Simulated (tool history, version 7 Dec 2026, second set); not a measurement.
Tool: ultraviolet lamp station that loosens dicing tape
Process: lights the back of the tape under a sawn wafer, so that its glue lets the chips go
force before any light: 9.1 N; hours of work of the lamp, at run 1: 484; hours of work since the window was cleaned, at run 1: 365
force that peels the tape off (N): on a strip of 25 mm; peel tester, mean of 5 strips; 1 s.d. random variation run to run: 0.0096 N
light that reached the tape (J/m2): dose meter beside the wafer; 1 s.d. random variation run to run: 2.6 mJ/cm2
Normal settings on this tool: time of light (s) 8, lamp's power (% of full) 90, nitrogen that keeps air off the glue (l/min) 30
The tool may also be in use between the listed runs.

run	hour	time of light (s)	lamp's power (% of full)	nitrogen that keeps air off the glue (l/min)	hours of work of the lamp	hours of work since the window was cleaned	force that peels the tape off (N)	light that reached the tape (J/m2)
1	0	8	90	30	484	365	0.699	2840
2	22.3	8	90	30	496	377	0.666	2800
3	46.3	8	90	30	509	390	0.653	2840
4	76.5	8	90	30	525	406	0.678	2780
5	100.2	8	90	30	538	419	0.69	2810
6	124.1	15	90	30	551	432	0.147	5170
7	160.4	15	90	30	571	452	0.138	5130
8	196.8	8	90	47	591	472	0.481	2780
9	225.5	8	90	47	606	487	0.48	2700
10	256	4	90	30	623	504	2.562	1350
11	277.6	8	90	30	634	516	0.746	2710
12	315.3	8	90	30	655	536	0.789	2660
13	351.6	8	90	30	675	556	0.791	2650
14	378.1	8	90	30	689	570	0.8	2620
15	414	8	90	30	709	590	0.802	2600
16	453.9	8	66	30	730	611	1.503	1880
# hour 460.5: window cleaned of glue's vapour
17	489	8	66	30	749	15	1.774	1720
18	510.1	8	66	30	761	27	1.772	1710
19	534	8	66	30	773	40	1.871	1750
20	560.2	8	66	30	788	54	1.862	1670
21	580.9	8	66	30	799	65	1.869	1680
22	601	8	89	17	810	76	1.662	2260
23	622.1	8	65	42	821	88	1.564	1670
24	654.8	8	73	42	839	106	1.282	1830
# hour 689.5: window cleaned of glue's vapour, once more
25	695.3	7	90	30	861	3	0.834	2540
26	726.5	5	77	21	878	20	2.503	1540
27	762.6	8	69	24	897	40	1.318	2140
28	796.2	8	62	53	916	58	1.014	1970
29	821.9	10	78	53	930	72	0.327	3070
30	857	11	90	30	949	91	0.294	3790
31	882.7	8	75	28	963	105	1.079	2290
32	908.9	8	75	28	977	119	1.091	2290
33	947.3	6	61	56	998	140	1.738	1420
34	964.3	10	90	30	1007	149	0.407	3420
35	994.5	7	90	17	1023	166	1.556	2360

Branching from run 35: 3 alternative next runs. What would each branch give?
A	1015.1	14	90	17	1035	177	?	?
B	1015.1	11	98	19	1035	177	?	?
C	1015.1	4	90	17	1035	177	?	?

run	force that peels the tape off (N)	light that reached the tape (J/m2)
A	0.325	4680
B	0.418	4050
C	3.21	1350
Had the tool no hidden state, the same runs would have come out as:
run	force that peels the tape off (N)	light that reached the tape (J/m2)
A	0.179	5920
B	0.218	5120
C	2.452	1710
